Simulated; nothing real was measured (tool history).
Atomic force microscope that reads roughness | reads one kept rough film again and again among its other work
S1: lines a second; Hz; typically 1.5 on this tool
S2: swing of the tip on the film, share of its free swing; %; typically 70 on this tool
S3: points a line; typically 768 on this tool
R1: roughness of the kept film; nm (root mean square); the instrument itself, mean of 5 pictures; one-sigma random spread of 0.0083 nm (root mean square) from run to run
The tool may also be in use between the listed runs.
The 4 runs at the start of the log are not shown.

{"hour": 202.1, "done": "new tip fitted"}
{"run": 5, "hour": 232.3, "S1": 1.5, "S2": 70, "S3": 768, "R1": 1.821}
{"hour": 306.5, "done": "new tip fitted"}
{"run": 6, "hour": 307.8, "S1": 1.5, "S2": 70, "S3": 768, "R1": 1.809}
{"run": 7, "hour": 376.2, "S1": 1.5, "S2": 70, "S3": 768, "R1": 1.819}
{"hour": 406.1, "done": "new tip fitted"}
{"run": 8, "hour": 414.9, "S1": 1.5, "S2": 70, "S3": 768, "R1": 1.82}
{"run": 9, "hour": 456.4, "S1": 1.5, "S2": 70, "S3": 768, "R1": 1.816}
{"run": 10, "hour": 493.3, "S1": 1.5, "S2": 70, "S3": 768, "R1": 1.816}
{"hour": 506.9, "done": "new tip fitted"}
{"run": 11, "hour": 559.4, "S1": 1.5, "S2": 70, "S3": 768, "R1": 1.806}
{"hour": 606.8, "done": "new tip fitted"}
{"run": 12, "hour": 617.3, "S1": 1.5, "S2": 70, "S3": 768, "R1": 1.811}
{"run": 13, "hour": 655.6, "S1": 1.5, "S2": 70, "S3": 768, "R1": 1.811}
{"hour": 706.1, "done": "new tip fitted"}
{"run": 14, "hour": 726.9, "S1": 1.5, "S2": 76, "S3": 768, "R1": 1.792}
{"run": 15, "hour": 770.7, "S1": 1.5, "S2": 70, "S3": 954, "R1": 1.824}
{"hour": 811.2, "done": "new tip fitted"}
{"run": 16, "hour": 826.4, "S1": 1.5, "S2": 70, "S3": 768, "R1": 1.819}
{"run": 17, "hour": 879.5, "S1": 1.5, "S2": 70, "S3": 768, "R1": 1.812}
{"hour": 912.9, "done": "new tip fitted"}
{"run": 18, "hour": 954.7, "S1": 1.5, "S2": 55, "S3": 768, "R1": 1.884}
{"hour": 1012.4, "done": "new tip fitted"}
{"run": 19, "hour": 1025.0, "S1": 1.5, "S2": 63, "S3": 768, "R1": 1.848}
{"run": 20, "hour": 1074.8, "S1": 1.5, "S2": 67, "S3": 768, "R1": 1.823}
{"hour": 1112.5, "done": "new tip fitted"}
{"run": 21, "hour": 1139.2, "S1": 1.5, "S2": 70, "S3": 339, "R1": 1.791}
{"run": 22, "hour": 1171.7, "S1": 1.5, "S2": 70, "S3": 768, "R1": 1.836}
{"hour": 1211.7, "done": "new tip fitted"}
{"run": 23, "hour": 1225.7, "S1": 1.5, "S2": 70, "S3": 768, "R1": 1.812}
{"run": 24, "hour": 1260.2, "S1": 1.5, "S2": 70, "S3": 768, "R1": 1.828}
{"run": 25, "hour": 1295.3, "S1": 1.5, "S2": 70, "S3": 768, "R1": 1.822}
{"hour": 1315.1, "done": "new tip fitted"}
{"run": 26, "hour": 1372.0, "S1": 2.16, "S2": 70, "S3": 953, "R1": 1.789}
{"hour": 1416.8, "done": "new tip fitted"}
{"run": 27, "hour": 1440.7, "S1": 2.16, "S2": 70, "S3": 953, "R1": 1.793}
{"run": 28, "hour": 1489.3, "S1": 2.57, "S2": 70, "S3": 429, "R1": 1.733}
{"hour": 1517.1, "done": "new tip fitted"}
{"run": 29, "hour": 1523.8, "S1": 2.57, "S2": 70, "S3": 429, "R1": 1.741}

Run 30, settings as shown, results not yet in. Your forecast:
{"run": 30, "hour": 1596.9, "S1": 2.57, "S2": 70, "S3": 429, "R1": "?"}

Run 30 measured R1 1.729 nm (root mean square).
Take away the tool's hidden state, keep the run-to-run variation as it was, and the same run would have given R1 1.732 nm (root mean square).

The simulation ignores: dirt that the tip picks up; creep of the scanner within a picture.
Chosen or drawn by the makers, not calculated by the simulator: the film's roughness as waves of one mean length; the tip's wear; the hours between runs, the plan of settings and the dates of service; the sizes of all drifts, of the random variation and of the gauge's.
